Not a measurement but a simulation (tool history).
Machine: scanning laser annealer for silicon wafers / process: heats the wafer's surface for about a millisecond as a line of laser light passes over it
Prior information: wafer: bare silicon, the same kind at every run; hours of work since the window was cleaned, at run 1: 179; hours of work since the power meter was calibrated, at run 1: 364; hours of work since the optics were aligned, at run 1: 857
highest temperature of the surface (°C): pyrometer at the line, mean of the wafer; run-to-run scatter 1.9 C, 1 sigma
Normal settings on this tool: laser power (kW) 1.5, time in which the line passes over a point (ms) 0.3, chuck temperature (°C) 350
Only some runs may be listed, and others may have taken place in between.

run,hour,laser power (kW),time in which the line passes over a point (ms),chuck temperature (°C),hours of work since the window was cleaned,hours of work since the power meter was calibrated,hours of work since the optics were aligned,highest temperature of the surface (°C)
1,0,1.5,0.3,350,179,364,857,1177
2,11.4,1.5,0.3,350,185,370,863,1175
3,28.8,1.292,0.3,350,194,379,872,1040
4,46,1.5,0.3,350,202,388,881,1173
5,64.5,1.293,0.3,350,212,398,890,1039
6,72.9,1.5,0.276,369,216,402,894,1160
7,82.3,1.5,0.276,369,221,407,899,1162
8,95.3,1.418,0.314,338,228,413,906,1128
9,105.7,1.358,0.314,337,233,419,911,1084
10,124.5,1.366,0.314,363,243,429,921,1112

5 ways to go on from here, each from the tool as it stands after run 10. What would each give?
# hour 132.9: optics aligned, line set to its width
A,147.1,1.366,0.262,363,252,438,7,?
# hour 132.9: optics aligned, line set to its width
B,147.1,1.375,0.305,373,252,438,7,?
# hour 132.9: optics aligned, line set to its width
C,147.1,1.386,0.314,363,252,438,7,?
# hour 132.9: optics aligned, line set to its width
D,147.1,1.447,0.213,385,252,438,7,?
# hour 132.9: optics aligned, line set to its width
E,147.1,1.612,0.246,314,252,438,7,?

run,highest temperature of the surface (°C)
A,1058
B,1120
C,1130
D,1062
E,1136
Without the tool's unlogged condition, the same runs would have read:
run,highest temperature of the surface (°C)
A,1058
B,1120
C,1131
D,1062
E,1137

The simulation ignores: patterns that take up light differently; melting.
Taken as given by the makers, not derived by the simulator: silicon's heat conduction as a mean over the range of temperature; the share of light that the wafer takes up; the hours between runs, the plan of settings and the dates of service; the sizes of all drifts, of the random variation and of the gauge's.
